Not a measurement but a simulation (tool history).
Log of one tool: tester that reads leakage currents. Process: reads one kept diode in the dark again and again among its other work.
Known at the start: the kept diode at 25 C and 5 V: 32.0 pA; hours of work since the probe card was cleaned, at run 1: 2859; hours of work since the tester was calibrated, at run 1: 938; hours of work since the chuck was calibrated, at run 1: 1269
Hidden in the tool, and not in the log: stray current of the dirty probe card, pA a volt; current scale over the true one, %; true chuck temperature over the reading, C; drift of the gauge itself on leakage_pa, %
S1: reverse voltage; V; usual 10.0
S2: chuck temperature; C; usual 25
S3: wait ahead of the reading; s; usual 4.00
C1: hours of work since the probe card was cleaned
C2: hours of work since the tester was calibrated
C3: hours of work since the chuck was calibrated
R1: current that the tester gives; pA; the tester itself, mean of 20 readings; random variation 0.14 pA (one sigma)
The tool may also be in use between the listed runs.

run    hour    S1  S2    S3    C1    C2    C3      R1
  1     0.0  10.0  25  4.00  2859   938  1269   69.45
  2    59.9  10.0  34  4.00  2893   972  1303  133.51
  3   171.8  10.0  25  4.00  2956  1035  1366   70.27
  4   279.0  10.0  25  5.50  3016  1095  1427   71.21
  5   391.0  10.0  25  5.50  3080  1158  1490   71.87
  6   488.0  10.0  25  5.50  3134  1213  1545   72.61
  7   552.1   1.1  25  4.00  3170  1249  1581   20.50
      573.3  -- probe card cleaned and baked
  8   614.2   1.1  25  4.00    23  1283  1614   18.18
  9   704.3  10.0  25  0.98    74  1333  1665   53.66
 10   780.8  10.0  25  0.98   117  1377  1708   53.93
 11   866.3  10.0  26  0.98   165  1425  1756   59.75
 12   931.8  10.0  26  0.98   202  1462  1793   59.98
 13  1019.0  10.0  25  4.00   251  1511  1842   54.71
 14  1067.2  10.0  25  4.00   279  1538  1870   54.98
 15  1173.2  10.0  25  4.00   338  1598  1929   55.38
 16  1228.9  13.6  21  0.55   370  1629  1961   48.82
 17  1328.2   4.1  24  1.54   426  1685  2017   33.27
 18  1419.8   4.1  24  1.54   478  1737  2069   33.81
 19  1501.8   1.5  46  4.00   524  1783  2115  140.36
 20  1605.3   1.5  46  4.00   582  1842  2173  140.67
 21  1656.1   2.5  25  4.00   611  1870  2202   29.24
 22  1704.1   2.5  25  4.00   638  1897  2229   29.31
 23  1790.6  10.0  33  4.00   687  1946  2278  118.57
 24  1848.6  10.0  45  1.16   719  1979  2311  323.64
     1961.0  -- chuck's temperature calibrated
 25  1962.6  10.0  45  1.16   783  2042     1  272.15
 26  2048.4  10.0  21  0.30   831  2091    49   40.24
 27  2136.5  18.5  35  0.47   881  2140    99  166.00

Hidden state or all else? Some run-to-run changes of R1, split into what the settings, what came in and random variation would give without the hidden state, and what is left for the hidden state (with any gauge scatter that isn't in both results):
Run 23 -> 24: S2 33 -> 45, S3 4.00 -> 1.16. R1 +205.07 pA: hidden state +32.35, all else +172.72.
Run 24 -> 25: chuck's temperature calibrated. R1 -51.49 pA: hidden state -53.82, all else +2.33.
Run 25 -> 26: S2 45 -> 21, S3 1.16 -> 0.30. R1 -231.91 pA: hidden state +2.64, all else -234.55.

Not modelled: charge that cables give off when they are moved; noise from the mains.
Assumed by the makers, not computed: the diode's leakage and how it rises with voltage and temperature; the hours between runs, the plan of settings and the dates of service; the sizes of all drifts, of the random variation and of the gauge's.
